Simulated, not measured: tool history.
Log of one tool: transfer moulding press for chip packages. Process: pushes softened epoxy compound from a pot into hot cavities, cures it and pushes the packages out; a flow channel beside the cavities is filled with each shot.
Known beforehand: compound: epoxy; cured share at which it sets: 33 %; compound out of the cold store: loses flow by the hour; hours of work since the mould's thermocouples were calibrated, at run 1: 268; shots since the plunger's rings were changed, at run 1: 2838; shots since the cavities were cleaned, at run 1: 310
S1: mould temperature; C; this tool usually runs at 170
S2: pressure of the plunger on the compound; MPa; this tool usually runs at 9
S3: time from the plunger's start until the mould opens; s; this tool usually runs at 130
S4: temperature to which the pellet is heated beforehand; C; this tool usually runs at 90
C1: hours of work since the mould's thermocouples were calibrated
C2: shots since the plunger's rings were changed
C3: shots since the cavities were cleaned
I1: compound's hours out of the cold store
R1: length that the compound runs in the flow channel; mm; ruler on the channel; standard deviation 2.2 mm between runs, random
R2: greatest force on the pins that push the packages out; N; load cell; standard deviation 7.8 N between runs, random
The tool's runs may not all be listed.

run 1 day=0 | S1=170 S2=9 S3=130 S4=90 | C1=268 C2=2838 C3=310 | I1=26.9 | R1=470 R2=501
-- day=0.575 cavities cleaned with cleaning compound and waxed
run 2 day=0.612 | S1=170 S2=10.22 S3=130 S4=90 | C1=276 C2=2959 C3=8 | I1=31.4 | R1=490 R2=330
run 3 day=1 | S1=170 S2=10.22 S3=130 S4=90 | C1=282 C2=3045 C3=94 | I1=34.9 | R1=474 R2=370
run 4 day=1.633 | S1=170 S2=10.13 S3=130 S4=90 | C1=292 C2=3183 C3=232 | I1=26.7 | R1=498 R2=443
-- day=2.196 plunger's sealing rings changed
run 5 day=2.242 | S1=172 S2=9 S3=130 S4=90 | C1=299 C2=10 C3=343 | I1=47.5 | R1=445 R2=463
run 6 day=2.562 | S1=172 S2=9 S3=130 S4=90 | C1=304 C2=81 C3=414 | I1=45 | R1=451 R2=480
-- day=2.675 cavities cleaned with cleaning compound and waxed
run 7 day=2.904 | S1=172 S2=9 S3=130 S4=90 | C1=308 C2=142 C3=50 | I1=13.8 | R1=527 R2=343
run 8 day=3.475 | S1=172 S2=9 S3=130 S4=90 | C1=317 C2=267 C3=175 | I1=8.8 | R1=541 R2=415
run 9 day=4.067 | S1=170 S2=9 S3=130 S4=90 | C1=326 C2=397 C3=305 | I1=47 | R1=446 R2=473
run 10 day=4.342 | S1=170 S2=9 S3=130 S4=90 | C1=330 C2=458 C3=366 | I1=19.8 | R1=514 R2=493
-- day=4.667 cavities cleaned with cleaning compound and waxed
run 11 day=4.667 | S1=170 S2=9 S3=160 S4=90 | C1=334 C2=516 C3=0 | I1=20 | R1=514 R2=318
run 12 day=5.246 | S1=170 S2=9 S3=160 S4=90 | C1=343 C2=642 C3=126 | I1=16.7 | R1=521 R2=367
run 13 day=5.592 | S1=170 S2=9 S3=160 S4=90 | C1=348 C2=718 C3=202 | I1=19.4 | R1=509 R2=415
run 14 day=5.883 | S1=163 S2=9 S3=130 S4=90 | C1=353 C2=783 C3=267 | I1=11.7 | R1=544 R2=708
run 15 day=6.242 | S1=164 S2=10.51 S3=130 S4=92 | C1=358 C2=861 C3=345 | I1=43.5 | R1=497 R2=632
-- day=6.675 cavities cleaned with cleaning compound and waxed
run 16 day=6.938 | S1=178 S2=7.45 S3=155 S4=85 | C1=368 C2=1001 C3=58 | I1=38.7 | R1=407 R2=324
run 17 day=7.362 | S1=164 S2=9 S3=157 S4=93 | C1=374 C2=1094 C3=151 | I1=33.1 | R1=488 R2=432
run 18 day=7.654 | S1=164 S2=9 S3=157 S4=93 | C1=379 C2=1158 C3=215 | I1=40.3 | R1=467 R2=462
run 19 day=8.058 | S1=164 S2=9 S3=157 S4=93 | C1=385 C2=1247 C3=304 | I1=19.7 | R1=516 R2=493
run 20 day=8.479 | S1=164 S2=9 S3=157 S4=93 | C1=391 C2=1339 C3=396 | I1=20.2 | R1=516 R2=521
-- day=8.708 cavities cleaned with cleaning compound and waxed
run 21 day=8.954 | S1=164 S2=9 S3=157 S4=93 | C1=397 C2=1430 C3=54 | I1=16.6 | R1=527 R2=386
run 22 day=9.292 | S1=173 S2=9 S3=137 S4=81 | C1=403 C2=1504 C3=128 | I1=39.8 | R1=445 R2=376
run 23 day=9.871 | S1=173 S2=9 S3=137 S4=81 | C1=411 C2=1631 C3=255 | I1=15.5 | R1=507 R2=417
run 24 day=10.321 | S1=170 S2=7.88 S3=130 S4=92 | C1=418 C2=1729 C3=353 | I1=22.2 | R1=463 R2=473
-- day=10.725 cavities cleaned with cleaning compound and waxed
run 25 day=10.938 | S1=170 S2=7.88 S3=130 S4=92 | C1=427 C2=1851 C3=46 | I1=23.7 | R1=457 R2=362
run 26 day=11.229 | S1=170 S2=9 S3=130 S4=86 | C1=431 C2=1916 C3=111 | I1=38.9 | R1=450 R2=404
run 27 day=11.754 | S1=170 S2=9 S3=130 S4=86 | C1=439 C2=2031 C3=226 | I1=9.3 | R1=524 R2=448

Alternative continuations, all from the tool just after run 27; predict every row:
run A day=12.325 | S1=168 S2=8.95 S3=130 S4=84 | C1=448 C2=2156 C3=351 | I1=35.5 | R1=? R2=?
run B day=12.325 | S1=170 S2=10.36 S3=116 S4=82 | C1=448 C2=2156 C3=351 | I1=38 | R1=? R2=?
run C day=12.325 | S1=163 S2=9 S3=130 S4=86 | C1=448 C2=2156 C3=351 | I1=18.2 | R1=? R2=?

run=A R1=460 R2=545
run=B R1=483 R2=539
run=C R1=513 R2=774
Without the tool's hidden state the same runs would have given:
run=A R1=481 R2=363
run=B R1=504 R2=358
run=C R1=535 R2=502
